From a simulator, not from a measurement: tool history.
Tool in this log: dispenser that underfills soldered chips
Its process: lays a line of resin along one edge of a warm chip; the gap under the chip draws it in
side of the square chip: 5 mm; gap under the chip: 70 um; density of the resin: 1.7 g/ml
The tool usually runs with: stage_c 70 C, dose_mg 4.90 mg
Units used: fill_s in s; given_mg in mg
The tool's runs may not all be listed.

run   hour  stage_c  dose_mg  fill_s  given_mg
  1    0.0       70     4.90    25.0      4.84
  2    3.7       70     4.90    28.7      4.83
       4.4  -- new syringe of resin
  3   10.7       70     5.07    17.9      5.02
  4   16.5       70     5.07    22.6      5.01
  5   19.5       70     5.07    25.6      5.02
  6   22.8       70     5.07    29.2      4.99
      23.6  -- new syringe of resin
  7   28.6       70     5.07    16.8      4.99
  8   32.6       79     4.90    14.4      4.82
  9   37.1       79     4.90    16.0      4.84
      42.7  -- new syringe of resin
 10   43.7       79     4.90    10.3      4.81
 11   48.7       79     4.90    12.1      4.83
 12   53.6       79     4.90    14.8      4.77
 13   57.1       79     4.90    17.3      4.82
      61.7  -- new syringe of resin
 14   63.6       59     4.90    25.0      4.78
 15   66.6       70     4.90    17.0      4.79
 16   72.1       70     4.90    20.7      4.76
 17   76.6       70     4.90    25.0      4.78
      80.7  -- new syringe of resin
 18   83.7       70     4.90    15.9      4.75
 19   87.6       75     6.07    14.6      5.89
 20   91.2       75     6.07    16.7      5.88
      94.6  -- dispensing valve cleaned and set on the balance
 21   96.2       79     4.25    17.2      4.21
     100.8  -- new syringe of resin
 22  102.8       66     5.27    17.5      5.23
 23  107.5       55     6.23    35.2      6.19
 24  110.6       75     6.38    16.3      6.33
 25  117.2       75     6.38    20.5      6.33
     119.9  -- new syringe of resin
 26  121.1       75     6.38    11.7      6.30
 27  124.7       75     6.38    13.7      6.28
 28  131.3       83     5.03    13.3      4.99
 29  136.2       83     5.03    16.6      4.97
     139.0  -- new syringe of resin
 30  141.3       57     4.99    27.2      4.90
 31  146.0       61     5.02    27.8      4.95
 32  149.7       58     5.86    35.8      5.74
 33  153.3       76     5.26    19.9      5.18
     157.9  -- new syringe of resin
 34  159.7       57     6.11    26.3      5.99
 35  164.5       69     4.20    20.2      4.11
 36  171.4       69     4.20    25.7      4.07

Pick out some run-to-run changes in fill_s. Of each, how much would a tool without hidden state show as well, from the settings, what came in and chance, and how much is left for the hidden state and any gauge scatter not in both results compared?
What the log doesn't record here: resin's viscosity, % of fresh resin's; dose that the valve gives, % of what is set; true chip temperature over the reading, C; drift of the gauge itself on fill_s, %; drift of the gauge itself on given_mg, %.
Run 2 -> 3: dose_mg 4.90 -> 5.07, new syringe of resin. fill_s -10.8 s: hidden state -10.8, all else +0.0.
Run 6 -> 7: new syringe of resin. fill_s -12.4 s: hidden state -12.2, all else -0.2.
Run 17 -> 18: new syringe of resin. fill_s -9.1 s: hidden state -9.1, all else +0.0.
Run 22 -> 23: stage_c 66 -> 55, dose_mg 5.27 -> 6.23. fill_s +17.7 s: hidden state +7.1, all else +10.6.
Run 23 -> 24: stage_c 55 -> 75, dose_mg 6.23 -> 6.38. fill_s -18.9 s: hidden state -3.5, all else -15.4.
Run 32 -> 33: stage_c 58 -> 76, dose_mg 5.86 -> 5.26. fill_s -15.9 s: hidden state -4.5, all else -11.4.
